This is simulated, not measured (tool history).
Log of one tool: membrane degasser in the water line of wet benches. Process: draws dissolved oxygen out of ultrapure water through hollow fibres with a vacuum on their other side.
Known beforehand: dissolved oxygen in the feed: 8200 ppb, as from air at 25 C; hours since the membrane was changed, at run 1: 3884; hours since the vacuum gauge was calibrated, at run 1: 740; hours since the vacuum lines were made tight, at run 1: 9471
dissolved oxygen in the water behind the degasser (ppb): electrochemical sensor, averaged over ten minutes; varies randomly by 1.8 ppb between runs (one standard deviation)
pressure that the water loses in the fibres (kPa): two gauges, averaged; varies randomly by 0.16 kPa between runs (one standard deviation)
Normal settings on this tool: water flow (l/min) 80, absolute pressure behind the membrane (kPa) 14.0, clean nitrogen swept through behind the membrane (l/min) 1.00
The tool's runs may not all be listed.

run	hour	water flow (l/min)	absolute pressure behind the membrane (kPa)	clean nitrogen swept through behind the membrane (l/min)	hours since the membrane was changed	hours since the vacuum gauge was calibrated	hours since the vacuum lines were made tight	dissolved oxygen in the water behind the degasser (ppb)	pressure that the water loses in the fibres (kPa)
1	0.0	80	14.0	1.00	3884	740	9471	1290.6	52.10
2	248.4	80	14.0	0.43	4133	988	9720	2021.3	52.17
3	414.5	80	14.0	0.43	4299	1154	9886	2020.5	51.99
4	612.2	80	19.6	1.00	4497	1352	10084	1847.5	51.99
5	883.6	80	14.0	1.00	4768	1623	10355	1298.2	52.40
6	1101.3	80	14.0	1.00	4986	1841	10573	1296.8	52.41
7	1303.5	80	14.0	1.00	5188	2043	10775	1299.0	52.21
8	1538.9	80	14.0	1.00	5423	2278	11010	1298.3	52.20
9	1791.7	80	14.0	1.00	5676	2531	11263	1301.5	52.15
10	2093.2	80	14.0	1.00	5977	2833	11564	1301.9	52.51
# hour 2150.5: seals of the vacuum lines changed
11	2377.3	80	14.0	1.00	6260	3115	227	1307.9	52.33
12	2687.4	80	14.0	1.00	6570	3425	537	1310.4	52.62
13	2847.7	80	19.0	1.00	6730	3585	697	1800.5	52.37
14	3148.4	80	19.0	1.00	7031	3886	998	1805.7	52.42
15	3310.3	80	19.0	1.00	7193	4048	1160	1807.7	52.69
16	3480.2	80	14.0	1.00	7362	4218	1330	1315.1	52.64
17	3620.7	116	22.5	0.99	7503	4358	1470	2628.1	76.48
18	3780.0	56	22.5	0.99	7662	4518	1629	1710.0	36.99
19	4079.2	86	14.0	2.86	7961	4817	1929	662.5	56.68
20	4269.2	86	14.0	2.86	8152	5007	2119	663.4	57.12
21	4428.3	124	25.3	2.02	8311	5166	2278	2051.7	81.90
22	4581.8	124	25.3	2.02	8464	5319	2431	2044.4	81.94
23	4727.6	126	25.3	1.68	8610	5465	2577	2309.2	83.34
24	4885.3	73	18.7	0.45	8768	5623	2735	2593.0	48.15
25	5052.5	72	14.0	0.48	8935	5790	2902	1868.3	47.55
26	5190.0	67	14.0	2.33	9072	5928	3040	637.2	44.54
27	5432.8	73	14.0	2.42	9315	6170	3282	664.9	48.25
28	5638.3	73	14.0	2.42	9521	6376	3488	663.3	48.36
# hour 5839.5: vacuum gauge calibrated
29	5926.9	75	25.5	0.90	9809	87	3776	2404.4	50.15
30	6140.8	75	25.5	0.90	10023	301	3990	2412.5	49.72
31	6453.2	80	26.5	0.60	10335	614	4302	3162.1	53.46
32	6768.1	55	10.4	2.79	10650	929	4617	310.7	36.87

What differs in the tool's unlogged condition from the final listed run ahead of each entry between runs to the first listed run following it?
Runs 10 to 11: seals of the vacuum lines changed (hour 2150.5)
  membrane still open, %: 97.6 -> 97.5; true pressure behind the membrane over the reading, kPa: 0.18 -> 0.2; air that leaks in behind the membrane, l/min: 0.0126 -> 0.0033
  measured result minus the result with no hidden state, dissolved oxygen in the water behind the degasser (ppb): +17.3 -> +21.4; pressure that the water loses in the fibres (kPa): +1.26 -> +1.32
Runs 28 to 29: vacuum gauge calibrated (hour 5839.5)
  membrane still open, %: 96.2 -> 96.1; true pressure behind the membrane over the reading, kPa: 0.39 -> 0.02; air that leaks in behind the membrane, l/min: 0.0064 -> 0.0067
  measured result minus the result with no hidden state, dissolved oxygen in the water behind the degasser (ppb): +22.5 -> +0.5; pressure that the water loses in the fibres (kPa): +1.83 -> +1.96

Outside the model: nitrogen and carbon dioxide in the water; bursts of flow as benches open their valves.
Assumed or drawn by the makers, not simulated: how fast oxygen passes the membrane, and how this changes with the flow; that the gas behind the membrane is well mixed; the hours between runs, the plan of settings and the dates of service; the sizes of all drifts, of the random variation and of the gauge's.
